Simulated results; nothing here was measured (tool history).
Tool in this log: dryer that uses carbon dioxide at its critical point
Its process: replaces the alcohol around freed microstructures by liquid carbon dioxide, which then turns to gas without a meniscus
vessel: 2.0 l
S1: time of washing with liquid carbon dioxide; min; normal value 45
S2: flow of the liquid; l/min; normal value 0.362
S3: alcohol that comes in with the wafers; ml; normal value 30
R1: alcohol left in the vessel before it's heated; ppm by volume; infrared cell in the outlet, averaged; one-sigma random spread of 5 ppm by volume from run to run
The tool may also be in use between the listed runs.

run	hour	S1	S2	S3	R1
1	0.0	45	0.362	30	129
2	23.8	45	0.362	30	137
3	62.6	45	0.362	30	148
4	88.5	45	0.362	37	157
5	129.9	45	0.362	37	154
6	152.9	42	0.362	30	164
7	195.4	42	0.362	30	173
8	224.9	45	0.362	30	153
9	254.9	45	0.362	30	152
10	275.8	39	0.362	30	189
11	318.2	45	0.362	54	184
12	348.7	45	0.451	30	160
13	369.5	45	0.496	30	166
14	409.5	45	0.421	30	175
15	447.4	45	0.362	30	195
16	486.7	45	0.362	30	204
17	520.0	45	0.362	30	206
18	544.6	45	0.362	30	202
19	576.8	45	0.362	30	224
20	616.6	45	0.362	30	219
21	665.9	45	0.362	30	27
22	710.8	45	0.362	30	29
23	738.6	45	0.362	30	39
24	769.5	45	0.362	30	47
25	812.8	45	0.245	21	176
26	855.7	45	0.245	21	179
27	897.5	53	0.550	86	45
28	930.0	58	0.403	86	50
29	976.2	45	0.472	83	64
30	1013.5	45	0.472	83	68
31	1044.6	28	0.559	75	114
32	1079.5	28	0.559	75	121
33	1118.5	28	0.559	75	133
34	1155.3	28	0.559	75	146
35	1189.6	28	0.559	75	139
36	1233.7	28	0.559	75	155
37	1258.2	62	0.438	82	100
38	1299.7	41	0.271	82	575
39	1331.2	38	0.574	82	120
40	1352.1	55	0.574	74	107
41	1380.1	34	0.522	32	117
42	1419.3	59	0.409	31	119
43	1446.4	59	0.290	59	159
44	1485.2	59	0.290	59	161
45	1513.1	45	0.230	72	755
46	1546.8	44	0.442	66	150
47	1592.6	68	0.601	36	145

The log once held 3 entries between its listed runs, left out of this copy. Where does each go, and what is different about the tool's unlogged condition between the listed run before it and the listed run after it?
After run 7, before run 8: inlet filter changed (hour 224.9)
  flow that reaches the vessel past the clogged filter, %: 92.9 -> 99.8; alcohol in the recycled carbon dioxide, ppm: 134.1 -> 138.2
  what was measured, less what the result would be without the hidden state, R1: +144 -> +132 ppm by volume
After run 20, before run 21: purifier's bed changed (hour 639.7)
  flow that reaches the vessel past the clogged filter, %: 95.8 -> 95.3; alcohol in the recycled carbon dioxide, ppm: 198.9 -> 9.1
  what was measured, less what the result would be without the hidden state, R1: +199 -> +10 ppm by volume
After run 27, before run 28: inlet filter changed (hour 926.7)
  flow that reaches the vessel past the clogged filter, %: 93 -> 99.8; alcohol in the recycled carbon dioxide, ppm: 44.3 -> 48.9
  what was measured, less what the result would be without the hidden state, R1: +39 -> +44 ppm by volume

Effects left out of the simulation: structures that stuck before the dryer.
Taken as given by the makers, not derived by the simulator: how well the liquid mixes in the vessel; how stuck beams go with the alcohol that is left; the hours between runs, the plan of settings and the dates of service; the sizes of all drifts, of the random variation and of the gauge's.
